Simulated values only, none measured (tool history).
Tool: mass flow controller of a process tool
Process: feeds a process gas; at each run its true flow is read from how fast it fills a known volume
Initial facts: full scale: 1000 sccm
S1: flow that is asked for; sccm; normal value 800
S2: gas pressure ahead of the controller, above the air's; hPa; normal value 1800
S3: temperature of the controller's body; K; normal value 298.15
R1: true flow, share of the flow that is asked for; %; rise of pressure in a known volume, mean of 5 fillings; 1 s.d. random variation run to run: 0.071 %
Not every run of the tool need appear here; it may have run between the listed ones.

run    hour   S1    S2      S3      R1
  1     0.0  800  1800  298.15  101.14
  2   112.1  800  1800  298.15  101.18
  3   228.8  800  1800  298.15  101.16
  4   361.9  268  1800  298.15  102.06
  5   498.6  800  1800  298.15  101.29
  6   643.7  326  1800  298.15  101.88
  7   783.2  326  1800  298.15  102.02
  8   921.4  121  1800  298.15  104.50
  9  1105.6  800  2470  298.15  101.55
 10  1281.8  800  2190  298.15  101.51
 11  1413.3  800  2190  298.15  101.65
 12  1546.4  800  2190  298.15  101.62
 13  1688.7  800  2190  298.15  101.65
 14  1832.4  727  2190  298.15  101.73
 15  1961.6  727  2190  298.15  101.79
 16  2052.5  800  1670  298.15  101.59
 17  2207.2  683  1680  300.15  101.67
 18  2349.2  251  1800  298.15  103.22
 19  2481.0  251  1800  298.15  103.24
 20  2605.6  251  1800  298.15  103.39
 21  2776.1  280  1980  294.15  103.44
 22  2908.4  280  1980  294.15  103.54
 23  3008.9  198  1800  301.15  104.31
 24  3147.3  149  1800  299.15  105.49
 25  3222.7  654  1770  296.15  102.21
 26  3377.5  714  1440  301.15  101.99
 27  3465.9  714  1440  301.15  101.78

Predict each of these 4 candidate next runs independently; none follows another, all start after run 27:
  A  3640.4  122  1800  304.15   ?
  B  3640.4  301  1440  301.15   ?
  C  3640.4  800  1800  299.15   ?
  D  3640.4  132  2070  300.15   ?

run      R1
  A  106.81
  B  103.44
  C  102.03
  D  106.77
Take away the tool's hidden state, keep each run's random variation, and the runs would have read:
run     R1
  A  99.21
  B  99.59
  C  99.78
  D  99.64

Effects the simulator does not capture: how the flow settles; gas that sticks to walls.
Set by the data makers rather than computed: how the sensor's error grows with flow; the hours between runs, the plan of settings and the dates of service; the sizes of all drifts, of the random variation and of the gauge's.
